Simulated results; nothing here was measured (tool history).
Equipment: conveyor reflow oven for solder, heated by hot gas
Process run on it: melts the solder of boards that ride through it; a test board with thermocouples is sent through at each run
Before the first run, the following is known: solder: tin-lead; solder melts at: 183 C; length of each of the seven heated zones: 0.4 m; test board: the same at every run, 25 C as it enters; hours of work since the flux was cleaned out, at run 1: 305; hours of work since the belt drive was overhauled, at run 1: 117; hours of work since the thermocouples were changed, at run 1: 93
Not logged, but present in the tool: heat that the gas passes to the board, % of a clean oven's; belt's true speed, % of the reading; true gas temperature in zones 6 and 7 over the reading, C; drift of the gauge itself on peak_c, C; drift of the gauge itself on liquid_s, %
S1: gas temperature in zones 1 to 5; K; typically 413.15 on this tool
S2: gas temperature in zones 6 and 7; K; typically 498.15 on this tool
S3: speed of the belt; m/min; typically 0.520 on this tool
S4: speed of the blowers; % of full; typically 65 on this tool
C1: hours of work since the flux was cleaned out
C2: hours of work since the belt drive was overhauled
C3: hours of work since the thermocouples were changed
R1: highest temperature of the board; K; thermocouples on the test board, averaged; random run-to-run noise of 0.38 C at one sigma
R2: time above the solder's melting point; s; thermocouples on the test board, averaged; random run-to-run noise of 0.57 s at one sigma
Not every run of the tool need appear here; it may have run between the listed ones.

{"run": 1, "day": 0.0, "S1": 413.15, "S2": 498.15, "S3": 0.52, "S4": 65, "C1": 305, "C2": 117, "C3": 93, "R1": 482.25, "R2": 61.9}
{"run": 2, "day": 0.433, "S1": 413.15, "S2": 498.15, "S3": 0.52, "S4": 65, "C1": 310, "C2": 122, "C3": 98, "R1": 483.25, "R2": 62.2}
{"run": 3, "day": 1.104, "S1": 413.15, "S2": 498.15, "S3": 0.52, "S4": 65, "C1": 318, "C2": 129, "C3": 106, "R1": 482.65, "R2": 62.7}
{"run": 4, "day": 1.65, "S1": 413.15, "S2": 498.15, "S3": 0.52, "S4": 65, "C1": 324, "C2": 136, "C3": 112, "R1": 483.35, "R2": 62.9}
{"run": 5, "day": 2.204, "S1": 408.15, "S2": 498.15, "S3": 0.52, "S4": 65, "C1": 331, "C2": 142, "C3": 118, "R1": 482.65, "R2": 59.3}
{"run": 6, "day": 2.604, "S1": 413.15, "S2": 498.15, "S3": 0.52, "S4": 61, "C1": 335, "C2": 147, "C3": 123, "R1": 482.55, "R2": 60.7}
{"run": 7, "day": 3.333, "S1": 413.15, "S2": 498.15, "S3": 0.52, "S4": 61, "C1": 344, "C2": 155, "C3": 131, "R1": 482.25, "R2": 61.8}
{"run": 8, "day": 4.071, "S1": 413.15, "S2": 498.15, "S3": 0.52, "S4": 61, "C1": 352, "C2": 163, "C3": 140, "R1": 482.45, "R2": 60.7}
{"day": 4.746, "done": "flux residue cleaned out of gas plates and filters"}
{"run": 9, "day": 5.025, "S1": 413.15, "S2": 498.15, "S3": 0.52, "S4": 61, "C1": 3, "C2": 172, "C3": 148, "R1": 483.65, "R2": 62.2}
{"run": 10, "day": 5.592, "S1": 417.15, "S2": 496.15, "S3": 0.618, "S4": 57, "C1": 10, "C2": 178, "C3": 155, "R1": 475.95, "R2": 44.2}
{"run": 11, "day": 6.258, "S1": 405.15, "S2": 495.15, "S3": 0.56, "S4": 65, "C1": 17, "C2": 186, "C3": 163, "R1": 478.05, "R2": 48.9}

Predict the results of run 12:
{"run": 12, "day": 6.658, "S1": 401.15, "S2": 508.15, "S3": 0.559, "S4": 87, "C1": 22, "C2": 191, "C3": 167, "R1": "?", "R2": "?"}

Run 12 came out at R1 492.35 K, R2 62.8 s.
On a tool with no hidden condition, and with the same random variation, this run would have come out at R1 491.85 K, R2 62.4 s.
